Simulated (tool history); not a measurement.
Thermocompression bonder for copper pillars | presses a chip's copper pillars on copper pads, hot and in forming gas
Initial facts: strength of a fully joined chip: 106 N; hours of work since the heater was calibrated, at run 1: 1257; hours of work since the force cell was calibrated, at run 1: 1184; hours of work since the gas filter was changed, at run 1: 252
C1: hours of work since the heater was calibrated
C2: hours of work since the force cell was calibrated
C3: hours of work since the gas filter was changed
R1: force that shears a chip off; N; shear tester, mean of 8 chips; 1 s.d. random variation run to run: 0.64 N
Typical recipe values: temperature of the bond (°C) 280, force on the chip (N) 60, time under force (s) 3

{"run": 1, "hour": 0.0, "temperature of the bond (°C)": 280, "force on the chip (N)": 60, "time under force (s)": 3, "C1": 1257, "C2": 1184, "C3": 252, "R1": 50.6}
{"run": 2, "hour": 47.6, "temperature of the bond (°C)": 280, "force on the chip (N)": 60, "time under force (s)": 6, "C1": 1295, "C2": 1222, "C3": 289, "R1": 63.9}
{"run": 3, "hour": 96.7, "temperature of the bond (°C)": 280, "force on the chip (N)": 74, "time under force (s)": 3, "C1": 1334, "C2": 1260, "C3": 328, "R1": 57.4}
{"run": 4, "hour": 149.9, "temperature of the bond (°C)": 280, "force on the chip (N)": 74, "time under force (s)": 3, "C1": 1376, "C2": 1302, "C3": 370, "R1": 55.7}
{"hour": 163.3, "done": "forming gas filter changed"}
{"hour": 173.1, "done": "heater calibrated with a thermocouple chip"}
{"run": 5, "hour": 185.2, "temperature of the bond (°C)": 280, "force on the chip (N)": 60, "time under force (s)": 3, "C1": 10, "C2": 1328, "C3": 16, "R1": 55.8}
{"run": 6, "hour": 227.1, "temperature of the bond (°C)": 287, "force on the chip (N)": 60, "time under force (s)": 3, "C1": 43, "C2": 1362, "C3": 49, "R1": 59.1}
{"run": 7, "hour": 256.1, "temperature of the bond (°C)": 287, "force on the chip (N)": 60, "time under force (s)": 3, "C1": 66, "C2": 1384, "C3": 72, "R1": 57.5}
{"run": 8, "hour": 297.9, "temperature of the bond (°C)": 287, "force on the chip (N)": 60, "time under force (s)": 3, "C1": 99, "C2": 1418, "C3": 105, "R1": 58}
{"hour": 324.8, "done": "force cell calibrated"}
{"run": 9, "hour": 328.2, "temperature of the bond (°C)": 280, "force on the chip (N)": 60, "time under force (s)": 3, "C1": 121, "C2": 3, "C3": 128, "R1": 57.2}
{"run": 10, "hour": 366.5, "temperature of the bond (°C)": 280, "force on the chip (N)": 60, "time under force (s)": 3, "C1": 152, "C2": 33, "C3": 158, "R1": 57}
{"run": 11, "hour": 416.3, "temperature of the bond (°C)": 291, "force on the chip (N)": 60, "time under force (s)": 5, "C1": 191, "C2": 72, "C3": 197, "R1": 72.3}
{"run": 12, "hour": 466.9, "temperature of the bond (°C)": 267, "force on the chip (N)": 78, "time under force (s)": 5, "C1": 231, "C2": 112, "C3": 237, "R1": 67.3}
{"run": 13, "hour": 493.8, "temperature of the bond (°C)": 267, "force on the chip (N)": 37, "time under force (s)": 5, "C1": 252, "C2": 134, "C3": 258, "R1": 42.6}
{"run": 14, "hour": 516.7, "temperature of the bond (°C)": 267, "force on the chip (N)": 70, "time under force (s)": 4, "C1": 270, "C2": 152, "C3": 277, "R1": 59.1}
{"run": 15, "hour": 563.3, "temperature of the bond (°C)": 258, "force on the chip (N)": 60, "time under force (s)": 5, "C1": 307, "C2": 188, "C3": 313, "R1": 53.3}
{"run": 16, "hour": 602.8, "temperature of the bond (°C)": 296, "force on the chip (N)": 84, "time under force (s)": 3, "C1": 338, "C2": 220, "C3": 345, "R1": 76.2}
{"run": 17, "hour": 628.9, "temperature of the bond (°C)": 306, "force on the chip (N)": 67, "time under force (s)": 5, "C1": 359, "C2": 240, "C3": 365, "R1": 79.5}
{"hour": 648.5, "done": "forming gas filter changed"}
{"run": 18, "hour": 669.9, "temperature of the bond (°C)": 309, "force on the chip (N)": 52, "time under force (s)": 2, "C1": 391, "C2": 272, "C3": 17, "R1": 58.6}
{"run": 19, "hour": 695.0, "temperature of the bond (°C)": 309, "force on the chip (N)": 52, "time under force (s)": 2, "C1": 411, "C2": 292, "C3": 37, "R1": 59.4}

For run 20, what comes out?
{"run": 20, "hour": 724.7, "temperature of the bond (°C)": 309, "force on the chip (N)": 73, "time under force (s)": 2, "C1": 434, "C2": 316, "C3": 60, "R1": "?"}

Run 20 measured R1 70.3 N.
On a tool with no hidden condition, and with the same random variation, this run would have come out at R1 73 N.

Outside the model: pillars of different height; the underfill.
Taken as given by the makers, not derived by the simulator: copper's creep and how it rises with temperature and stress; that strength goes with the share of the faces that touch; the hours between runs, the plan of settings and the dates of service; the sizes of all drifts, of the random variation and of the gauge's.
